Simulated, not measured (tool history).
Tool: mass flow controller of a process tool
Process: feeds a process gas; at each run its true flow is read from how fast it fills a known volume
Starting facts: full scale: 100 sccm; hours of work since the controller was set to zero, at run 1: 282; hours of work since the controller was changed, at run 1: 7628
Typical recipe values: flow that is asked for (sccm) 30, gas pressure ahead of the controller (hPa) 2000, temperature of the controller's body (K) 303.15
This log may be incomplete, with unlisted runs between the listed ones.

run      day  flow that is asked for (sccm)  gas pressure ahead of the controller (hPa)  temperature of the controller's body (K)  hours of work since the controller was set to zero  hours of work since the controller was changed  true flow (%)
  1    0.000                             30                                        2000                                    303.15                                                 282                                            7628         101.45
  2   19.008                             30                                        2000                                    303.15                                                 527                                            7874         101.57
  3   33.896                             30                                        1880                                    303.15                                                 720                                            8067         101.59
  4   50.167                             30                                        2000                                    303.15                                                 930                                            8277         101.95
  5   63.488                             30                                        2000                                    303.15                                                1103                                            8449         101.88
  6   80.729                             30                                        2020                                    303.15                                                1326                                            8672         102.02
  7   90.000                             30                                        2000                                    303.15                                                1445                                            8792         102.07
  8  108.467                             30                                        2000                                    303.15                                                1684                                            9031         102.16
  9  121.642                             30                                        2000                                    303.15                                                1855                                            9202         102.28
 10  136.712                             30                                        2470                                    303.15                                                2050                                            9396         102.45
 11  153.475                             30                                        2470                                    303.15                                                2266                                            9613         102.63
     169.183  -- controller exchanged for a calibrated one
 12  172.492                             30                                        2470                                    303.15                                                  43                                              43          99.25
 13  180.829                             30                                        2470                                    303.15                                                 151                                             151          99.21
 14  189.975                             30                                        2470                                    303.15                                                 269                                             269          99.44
 15  199.567                            100                                        2000                                    303.15                                                 393                                             393          99.95
 16  208.325                            100                                        2000                                    303.15                                                 506                                             506          99.98
 17  224.225                             30                                        2000                                    303.15                                                 712                                             712          99.64
 18  234.688                             30                                        2270                                    303.15                                                 847                                             847          99.66
 19  242.775                             30                                        2000                                    293.15                                                 952                                             952          99.87
 20  260.221                             30                                        2000                                    304.15                                                1177                                            1177          99.76
 21  279.654                             75                                        2000                                    298.15                                                1429                                            1429         100.17
 22  298.162                             75                                        1410                                    298.15                                                1668                                            1668         100.08
     300.012  -- controller's zero set anew
 23  317.408                             75                                        1410                                    298.15                                                 225                                            1917         100.22
 24  334.438                             36                                        1520                                    298.15                                                 445                                            2137         100.36
 25  342.779                             36                                        1520                                    298.15                                                 553                                            2245         100.57
     350.600  -- controller's zero set anew, once more
 26  353.338                             36                                        1520                                    298.15                                                  35                                            2381          99.94
 27  363.392                             36                                        1610                                    298.15                                                 165                                            2511         100.01
 28  372.883                             89                                        2800                                    302.15                                                 288                                            2634         100.61
 29  390.179                             27                                        1660                                    294.15                                                 512                                            2857         100.37
 30  398.758                             30                                        1640                                    299.15                                                 623                                            2968         100.25
 31  409.500                             84                                        2250                                    299.15                                                 762                                            3107         100.72
 32  420.854                             84                                        2250                                    299.15                                                 908                                            3254         100.76
 33  435.517                             84                                        2250                                    299.15                                                1098                                            3444         100.88
 34  453.246                             84                                        2250                                    299.15                                                1327                                            3673         101.08
 35  467.150                             84                                        2250                                    299.15                                                1507                                            3853         101.19
 36  483.171                             84                                        2250                                    299.15                                                1714                                            4060         101.20
 37  502.254                             27                                        1600                                    304.15                                                1961                                            4307         101.09
 38  516.662                             27                                        1600                                    304.15                                                2148                                            4493         101.06
 39  534.583                             27                                        1600                                    304.15                                                2379                                            4725         101.39
 40  544.479                             30                                        1720                                    301.15                                                2507                                            4853         101.45

What would each run have given without the hidden state, its run-to-run variation left as it was?
The hidden state here: flow at rest that the sensor doesn't see, % of full scale; true flow over the shown one, %; drift of the gauge itself on true_pct, %.
run  true flow (%)
  1          99.23
  2          99.20
  3          99.10
  4          99.33
  5          99.16
  6          99.15
  7          99.13
  8          99.07
  9          99.08
 10          99.14
 11          99.19
 12          99.36
 13          99.26
 14          99.42
 15          99.95
 16          99.94
 17          99.35
 18          99.29
 19          99.43
 20          99.18
 21          99.73
 22          99.54
 23          99.49
 24          99.13
 25          99.29
 26          99.24
 27          99.23
 28          99.92
 29          99.29
 30          99.14
 31          99.83
 32          99.81
 33          99.85
 34          99.95
 35          99.99
 36          99.93
 37          99.06
 38          98.90
 39          99.07
 40          99.16
